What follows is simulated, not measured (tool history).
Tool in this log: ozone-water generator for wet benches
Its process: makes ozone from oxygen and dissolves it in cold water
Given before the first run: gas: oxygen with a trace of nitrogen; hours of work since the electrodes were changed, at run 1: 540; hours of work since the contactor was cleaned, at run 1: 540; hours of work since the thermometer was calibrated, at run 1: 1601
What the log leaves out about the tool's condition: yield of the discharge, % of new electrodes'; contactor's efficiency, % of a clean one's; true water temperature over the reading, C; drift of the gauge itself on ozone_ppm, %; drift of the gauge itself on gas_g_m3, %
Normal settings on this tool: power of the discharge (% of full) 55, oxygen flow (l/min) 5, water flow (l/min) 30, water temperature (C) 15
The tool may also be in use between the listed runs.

run	hour	power of the discharge (% of full)	oxygen flow (l/min)	water flow (l/min)	water temperature (C)	hours of work since the electrodes were changed	hours of work since the contactor was cleaned	hours of work since the thermometer was calibrated	dissolved ozone (ppm)	ozone in the gas ahead of the water (g/m3)
1	0	55	5	30	15	540	540	1601	16.5	170.5
2	40.9	55	5	30	22	578	578	1639	15.2	173.6
3	82.4	55	5	30	15	616	616	1678	16.2	169.4
4	135.9	55	5	45	15	666	666	1727	11	171
5	169.1	55	5	45	15	696	696	1758	10.8	170.7
6	222.4	55	5	45	15	746	746	1808	10.9	171.1
7	287.3	55	5	45	15	806	806	1868	10.8	172.4
8	319	55	5	35	15	836	836	1897	14.2	172.4
9	370.1	55	5	35	15	883	883	1945	14	170.6
10	399	55	5	35	15	910	910	1972	13.8	171
11	454.4	55	7.43	30	15	961	961	2023	15.9	130.3
12	500.2	55	5	30	15	1004	1004	2065	16.2	168.9
13	535.4	55	5	30	15	1036	1036	2098	16.2	171.8
14	591.5	55	5	30	15	1088	1088	2150	16.1	169.5
15	620.5	55	5	30	15	1115	1115	2177	16.2	170.2
16	680.7	55	5.85	30	15	1171	1171	2233	16.1	152.4
17	714.6	55	5.85	30	15	1202	1202	2264	16	152.8
18	773.7	55	5.85	30	15	1257	1257	2319	16.2	153.2
19	815.9	55	5.85	35	9	1296	1296	2358	14.8	152.7
20	869	92	6.07	28	7	1346	1346	2407	26.4	210.2
21	919.3	55	5	26	15	1392	1392	2454	18.1	168.3
22	957.1	79	8.87	26	15	1427	1427	2489	21.9	146.7
23	984.1	55	5	31	15	1452	1452	2514	15.7	169.4
24	1022.8	47	2.9	30	15	1488	1488	2550	13.8	218.6
25	1051	66	3.21	25	10	1515	1515	2576	22.1	254.8
26	1096.1	66	5.05	25	14	1556	1556	2618	21.6	190.6
27	1127.9	45	6.22	25	9	1586	1586	2648	17.3	127.7
28	1180.9	55	5	37	15	1635	1635	2697	13	169
29	1245.5	59	3.49	22	12	1695	1695	2757	22.3	223.8
30	1305.1	55	6.15	30	15	1750	1750	2812	15.8	145.3
31	1346.3	55	5	33	11	1788	1788	2850	15.2	168
32	1382.5	55	3.31	33	10	1822	1822	2884	14.2	219.5
33	1447.6	43	4.31	30	13	1882	1882	2944	13.6	157.1
34	1484.4	55	8.48	30	15	1917	1917	2978	15.3	117.3

Selected run-to-run steps in dissolved ozone (ppm), each split into two signed amounts: the part the tool would show with no hidden state at all (from settings, incoming material and random variation), and the remainder, which goes to the hidden state together with any gauge scatter not common to the measured and the hidden-state-free results:
Run 19 -> 20: power of the discharge (% of full) 55 -> 92, oxygen flow (l/min) 5.85 -> 6.07, water flow (l/min) 35 -> 28, water temperature (C) 9 -> 7. dissolved ozone (ppm) +11.6: hidden state -0.9, all else +12.5.
Run 20 -> 21: power of the discharge (% of full) 92 -> 55, oxygen flow (l/min) 6.07 -> 5, water flow (l/min) 28 -> 26, water temperature (C) 7 -> 15. dissolved ozone (ppm) -8.3: hidden state +0.7, all else -9.
Run 22 -> 23: power of the discharge (% of full) 79 -> 55, oxygen flow (l/min) 8.87 -> 5, water flow (l/min) 26 -> 31. dissolved ozone (ppm) -6.2: hidden state +0.5, all else -6.7.
Run 24 -> 25: power of the discharge (% of full) 47 -> 66, oxygen flow (l/min) 2.9 -> 3.21, water flow (l/min) 30 -> 25, water temperature (C) 15 -> 10. dissolved ozone (ppm) +8.3: hidden state -0.5, all else +8.8.
Run 28 -> 29: power of the discharge (% of full) 55 -> 59, oxygen flow (l/min) 5 -> 3.49, water flow (l/min) 37 -> 22, water temperature (C) 15 -> 12. dissolved ozone (ppm) +9.3: hidden state -0.5, all else +9.8.

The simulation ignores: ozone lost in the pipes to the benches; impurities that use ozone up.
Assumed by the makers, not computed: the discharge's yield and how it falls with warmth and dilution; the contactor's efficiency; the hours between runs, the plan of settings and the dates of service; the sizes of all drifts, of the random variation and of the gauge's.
